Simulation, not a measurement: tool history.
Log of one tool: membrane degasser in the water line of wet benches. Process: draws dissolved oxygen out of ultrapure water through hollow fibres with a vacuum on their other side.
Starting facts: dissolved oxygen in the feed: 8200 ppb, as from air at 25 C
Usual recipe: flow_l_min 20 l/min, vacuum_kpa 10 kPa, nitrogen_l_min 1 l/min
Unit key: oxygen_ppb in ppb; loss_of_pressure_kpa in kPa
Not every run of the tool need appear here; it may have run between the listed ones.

Run 1, day 0: usual settings. Result: oxygen_ppb 353.4 ppb, loss_of_pressure_kpa 44.15 kPa.
Run 2, day 1.596: usual settings. Result: oxygen_ppb 347.1 ppb, loss_of_pressure_kpa 44.28 kPa.
Run 3, day 3.342: usual settings. Result: oxygen_ppb 346.9 ppb, loss_of_pressure_kpa 44.3 kPa.
Run 4, day 4.721: usual settings. Result: oxygen_ppb 350.3 ppb, loss_of_pressure_kpa 44.12 kPa.
Run 5, day 6.204: usual settings. Result: oxygen_ppb 343.8 ppb, loss_of_pressure_kpa 44.22 kPa.
Run 6, day 7.75: usual settings but nitrogen_l_min 1.78 l/min. Result: oxygen_ppb 228 ppb, loss_of_pressure_kpa 44.26 kPa.
Run 7, day 9: usual settings but nitrogen_l_min 1.78 l/min. Result: oxygen_ppb 234.1 ppb, loss_of_pressure_kpa 44.39 kPa.
Run 8, day 10.7: usual settings but nitrogen_l_min 1.78 l/min. Result: oxygen_ppb 229.8 ppb, loss_of_pressure_kpa 44.6 kPa.
Run 9, day 11.992: usual settings but flow_l_min 22 l/min. Result: oxygen_ppb 396.9 ppb, loss_of_pressure_kpa 48.73 kPa.
Run 10, day 13.421: usual settings but flow_l_min 22 l/min. Result: oxygen_ppb 396.7 ppb, loss_of_pressure_kpa 48.86 kPa.
Run 11, day 14.729: usual settings but flow_l_min 22 l/min. Result: oxygen_ppb 394.5 ppb, loss_of_pressure_kpa 48.42 kPa.
Run 12, day 15.975: usual settings. Result: oxygen_ppb 344.7 ppb, loss_of_pressure_kpa 44.37 kPa.
Run 13, day 17.838: usual settings. Result: oxygen_ppb 347.6 ppb, loss_of_pressure_kpa 44.59 kPa.
Run 14, day 19.533: usual settings. Result: oxygen_ppb 348.1 ppb, loss_of_pressure_kpa 44.42 kPa.
Run 15, day 21.758: usual settings but flow_l_min 22 l/min, nitrogen_l_min 2.23 l/min. Result: oxygen_ppb 231.1 ppb, loss_of_pressure_kpa 48.79 kPa.
Run 16, day 22.762: usual settings but flow_l_min 13 l/min, vacuum_kpa 16.6 kPa. Result: oxygen_ppb 413.1 ppb, loss_of_pressure_kpa 28.72 kPa.

What will run 17 give?
Run 17, day 24.192: usual settings but flow_l_min 13 l/min, vacuum_kpa 16.6 kPa. Result: oxygen_ppb ?, loss_of_pressure_kpa ?.

Run 17 gave oxygen_ppb 408.2 ppb, loss_of_pressure_kpa 28.74 kPa.
With no hidden state in the tool, this same run would have given oxygen_ppb 396.8 ppb, loss_of_pressure_kpa 28.49 kPa.
